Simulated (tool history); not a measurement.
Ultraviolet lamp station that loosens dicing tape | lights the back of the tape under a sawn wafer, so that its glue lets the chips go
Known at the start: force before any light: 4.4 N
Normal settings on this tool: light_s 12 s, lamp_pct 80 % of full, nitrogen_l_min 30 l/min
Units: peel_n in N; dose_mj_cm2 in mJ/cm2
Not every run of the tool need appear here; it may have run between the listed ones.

Run 1, hour 0: usual settings. Result: peel_n 0.376 N, dose_mj_cm2 513 mJ/cm2.
Run 2, hour 20.9: usual settings but light_s 11 s. Result: peel_n 0.47 N, dose_mj_cm2 460 mJ/cm2.
Run 3, hour 41.4: usual settings but light_s 14 s. Result: peel_n 0.274 N, dose_mj_cm2 589 mJ/cm2.
Run 4, hour 66.9: usual settings but nitrogen_l_min 55 l/min. Result: peel_n 0.261 N, dose_mj_cm2 502 mJ/cm2.
Run 5, hour 97.5: usual settings but nitrogen_l_min 55 l/min. Result: peel_n 0.273 N, dose_mj_cm2 489 mJ/cm2.
Run 6, hour 132.3: usual settings but nitrogen_l_min 55 l/min. Result: peel_n 0.273 N, dose_mj_cm2 488 mJ/cm2.
Run 7, hour 163.2: usual settings but nitrogen_l_min 55 l/min. Result: peel_n 0.285 N, dose_mj_cm2 479 mJ/cm2.
Run 8, hour 203.8: usual settings but lamp_pct 83 % of full. Result: peel_n 0.408 N, dose_mj_cm2 490 mJ/cm2.
Run 9, hour 225.7: usual settings but lamp_pct 83 % of full. Result: peel_n 0.413 N, dose_mj_cm2 493 mJ/cm2.
Run 10, hour 257: usual settings but lamp_pct 83 % of full. Result: peel_n 0.432 N, dose_mj_cm2 485 mJ/cm2.
Run 11, hour 288: usual settings. Result: peel_n 0.465 N, dose_mj_cm2 457 mJ/cm2.
Run 12, hour 329.6: usual settings but nitrogen_l_min 10 l/min. Result: peel_n 1.041 N, dose_mj_cm2 453 mJ/cm2.
Run 13, hour 369.9: usual settings but nitrogen_l_min 10 l/min. Result: peel_n 1.073 N, dose_mj_cm2 446 mJ/cm2.
Run 14, hour 398.1: usual settings. Result: peel_n 0.518 N, dose_mj_cm2 437 mJ/cm2.
At hour 422.5: window cleaned of glue's vapour.
Run 15, hour 422.5: usual settings but nitrogen_l_min 41 l/min. Result: peel_n 0.31 N, dose_mj_cm2 512 mJ/cm2.
Run 16, hour 463.7: usual settings but nitrogen_l_min 41 l/min. Result: peel_n 0.317 N, dose_mj_cm2 496 mJ/cm2.
Run 17, hour 494.3: usual settings but nitrogen_l_min 41 l/min. Result: peel_n 0.327 N, dose_mj_cm2 497 mJ/cm2.
Run 18, hour 536.8: usual settings but nitrogen_l_min 41 l/min. Result: peel_n 0.33 N, dose_mj_cm2 480 mJ/cm2.
Run 19, hour 561.7: usual settings but lamp_pct 74 % of full. Result: peel_n 0.517 N, dose_mj_cm2 445 mJ/cm2.
Run 20, hour 585.1: usual settings but light_s 10 s. Result: peel_n 0.642 N, dose_mj_cm2 401 mJ/cm2.
Run 21, hour 607: usual settings but lamp_pct 84 % of full. Result: peel_n 0.412 N, dose_mj_cm2 499 mJ/cm2.
Run 22, hour 639.7: usual settings but light_s 10 s, lamp_pct 79 % of full, nitrogen_l_min 49 l/min. Result: peel_n 0.474 N, dose_mj_cm2 383 mJ/cm2.
Run 23, hour 665: usual settings but light_s 14 s, lamp_pct 68 % of full, nitrogen_l_min 10 l/min. Result: peel_n 1.009 N, dose_mj_cm2 453 mJ/cm2.
Run 24, hour 682.9: usual settings but light_s 14 s, lamp_pct 68 % of full, nitrogen_l_min 10 l/min. Result: peel_n 1.016 N, dose_mj_cm2 459 mJ/cm2.
Run 25, hour 704: usual settings but light_s 19 s, nitrogen_l_min 27 l/min. Result: peel_n 0.181 N, dose_mj_cm2 727 mJ/cm2.
Run 26, hour 737.1: usual settings but light_s 19 s, nitrogen_l_min 27 l/min. Result: peel_n 0.192 N, dose_mj_cm2 712 mJ/cm2.
Run 27, hour 756.9: usual settings but light_s 19 s, lamp_pct 72 % of full, nitrogen_l_min 27 l/min. Result: peel_n 0.256 N, dose_mj_cm2 636 mJ/cm2.
Run 28, hour 785.7: usual settings but light_s 23 s, lamp_pct 61 % of full, nitrogen_l_min 27 l/min. Result: peel_n 0.251 N, dose_mj_cm2 648 mJ/cm2.
Run 29, hour 826.9: usual settings but light_s 10 s, lamp_pct 83 % of full, nitrogen_l_min 24 l/min. Result: peel_n 0.79 N, dose_mj_cm2 370 mJ/cm2.
Run 30, hour 865.1: usual settings but light_s 10 s, lamp_pct 83 % of full, nitrogen_l_min 24 l/min. Result: peel_n 0.836 N, dose_mj_cm2 370 mJ/cm2.
Run 31, hour 894.1: usual settings but light_s 10 s, lamp_pct 83 % of full, nitrogen_l_min 24 l/min. Result: peel_n 0.83 N, dose_mj_cm2 363 mJ/cm2.
Run 32, hour 917.4: usual settings but light_s 10 s, lamp_pct 83 % of full, nitrogen_l_min 24 l/min. Result: peel_n 0.864 N, dose_mj_cm2 361 mJ/cm2.

Expected results for the next run?
Run 33, hour 956.9: usual settings but light_s 10 s, lamp_pct 83 % of full, nitrogen_l_min 24 l/min. Result: peel_n ?, dose_mj_cm2 ?.

{"run 33": {"peel_n": 0.892, "dose_mj_cm2": 357}}
Had the tool carried no hidden state, the very same run would have given peel_n 0.474 N, dose_mj_cm2 506 mJ/cm2.
